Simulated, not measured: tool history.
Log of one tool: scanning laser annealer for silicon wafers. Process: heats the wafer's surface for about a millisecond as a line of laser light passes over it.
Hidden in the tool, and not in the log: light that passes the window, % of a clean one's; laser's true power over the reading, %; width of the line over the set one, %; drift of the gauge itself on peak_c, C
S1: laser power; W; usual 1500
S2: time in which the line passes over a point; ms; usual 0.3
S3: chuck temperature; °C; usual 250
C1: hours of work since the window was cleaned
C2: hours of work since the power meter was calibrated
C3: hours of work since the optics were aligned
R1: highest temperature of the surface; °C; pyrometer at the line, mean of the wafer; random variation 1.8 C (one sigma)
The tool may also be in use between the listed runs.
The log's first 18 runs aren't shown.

{"run": 19, "hour": 824.2, "S1": 1580, "S2": 0.3, "S3": 250, "C1": 255, "C2": 1773, "C3": 123, "R1": 1025}
{"run": 20, "hour": 867.6, "S1": 1500, "S2": 0.3, "S3": 250, "C1": 284, "C2": 1802, "C3": 152, "R1": 977}
{"run": 21, "hour": 917.6, "S1": 1533, "S2": 0.279, "S3": 250, "C1": 317, "C2": 1835, "C3": 185, "R1": 966}
{"run": 22, "hour": 952.2, "S1": 1509, "S2": 0.24, "S3": 250, "C1": 341, "C2": 1859, "C3": 209, "R1": 907}
{"run": 23, "hour": 1004.3, "S1": 1509, "S2": 0.24, "S3": 250, "C1": 376, "C2": 1894, "C3": 244, "R1": 903}
{"run": 24, "hour": 1046.0, "S1": 1509, "S2": 0.24, "S3": 250, "C1": 404, "C2": 1922, "C3": 272, "R1": 902}
{"run": 25, "hour": 1105.9, "S1": 1599, "S2": 0.257, "S3": 250, "C1": 444, "C2": 1962, "C3": 312, "R1": 962}
{"run": 26, "hour": 1145.5, "S1": 1400, "S2": 0.317, "S3": 286, "C1": 471, "C2": 1989, "C3": 339, "R1": 957}
{"run": 27, "hour": 1199.1, "S1": 1433, "S2": 0.232, "S3": 286, "C1": 506, "C2": 2025, "C3": 375, "R1": 880}
{"hour": 1233.0, "done": "window over the wafer cleaned"}
{"run": 28, "hour": 1253.5, "S1": 1433, "S2": 0.232, "S3": 286, "C1": 14, "C2": 2060, "C3": 410, "R1": 922}
{"run": 29, "hour": 1296.3, "S1": 1561, "S2": 0.325, "S3": 250, "C1": 43, "C2": 2089, "C3": 439, "R1": 1060}
{"run": 30, "hour": 1340.8, "S1": 1561, "S2": 0.325, "S3": 250, "C1": 72, "C2": 2118, "C3": 468, "R1": 1054}
{"run": 31, "hour": 1384.4, "S1": 1561, "S2": 0.325, "S3": 250, "C1": 102, "C2": 2148, "C3": 498, "R1": 1053}
{"run": 32, "hour": 1416.6, "S1": 1364, "S2": 0.319, "S3": 270, "C1": 123, "C2": 2169, "C3": 519, "R1": 951}
{"run": 33, "hour": 1447.5, "S1": 1328, "S2": 0.319, "S3": 286, "C1": 144, "C2": 2190, "C3": 540, "R1": 946}
{"run": 34, "hour": 1481.6, "S1": 1458, "S2": 0.33, "S3": 228, "C1": 167, "C2": 2213, "C3": 563, "R1": 971}
{"run": 35, "hour": 1514.8, "S1": 1500, "S2": 0.333, "S3": 262, "C1": 189, "C2": 2235, "C3": 585, "R1": 1031}
{"run": 36, "hour": 1560.2, "S1": 1500, "S2": 0.333, "S3": 262, "C1": 220, "C2": 2266, "C3": 616, "R1": 1026}
{"run": 37, "hour": 1615.0, "S1": 1441, "S2": 0.3, "S3": 218, "C1": 257, "C2": 2303, "C3": 653, "R1": 910}
{"run": 38, "hour": 1651.3, "S1": 1441, "S2": 0.3, "S3": 218, "C1": 281, "C2": 2327, "C3": 677, "R1": 911}
{"run": 39, "hour": 1683.2, "S1": 1441, "S2": 0.3, "S3": 218, "C1": 303, "C2": 2349, "C3": 699, "R1": 905}
{"run": 40, "hour": 1744.3, "S1": 1524, "S2": 0.272, "S3": 258, "C1": 344, "C2": 2390, "C3": 740, "R1": 953}

4 ways to go on from here, each from the tool as it stands after run 40. What would each give?
{"run": "A", "hour": 1802.4, "S1": 1395, "S2": 0.272, "S3": 258, "C1": 383, "C2": 2429, "C3": 779, "R1": "?"}
{"run": "B", "hour": 1802.4, "S1": 1524, "S2": 0.272, "S3": 248, "C1": 383, "C2": 2429, "C3": 779, "R1": "?"}
{"run": "C", "hour": 1802.4, "S1": 1476, "S2": 0.309, "S3": 288, "C1": 383, "C2": 2429, "C3": 779, "R1": "?"}
{"run": "D", "hour": 1802.4, "S1": 1519, "S2": 0.261, "S3": 265, "C1": 383, "C2": 2429, "C3": 779, "R1": "?"}

run=A R1=886
run=B R1=941
run=C R1=994
run=D R1=944
Without the tool's hidden state the same runs would have given:
run=A R1=917
run=B R1=975
run=C R1=1030
run=D R1=978

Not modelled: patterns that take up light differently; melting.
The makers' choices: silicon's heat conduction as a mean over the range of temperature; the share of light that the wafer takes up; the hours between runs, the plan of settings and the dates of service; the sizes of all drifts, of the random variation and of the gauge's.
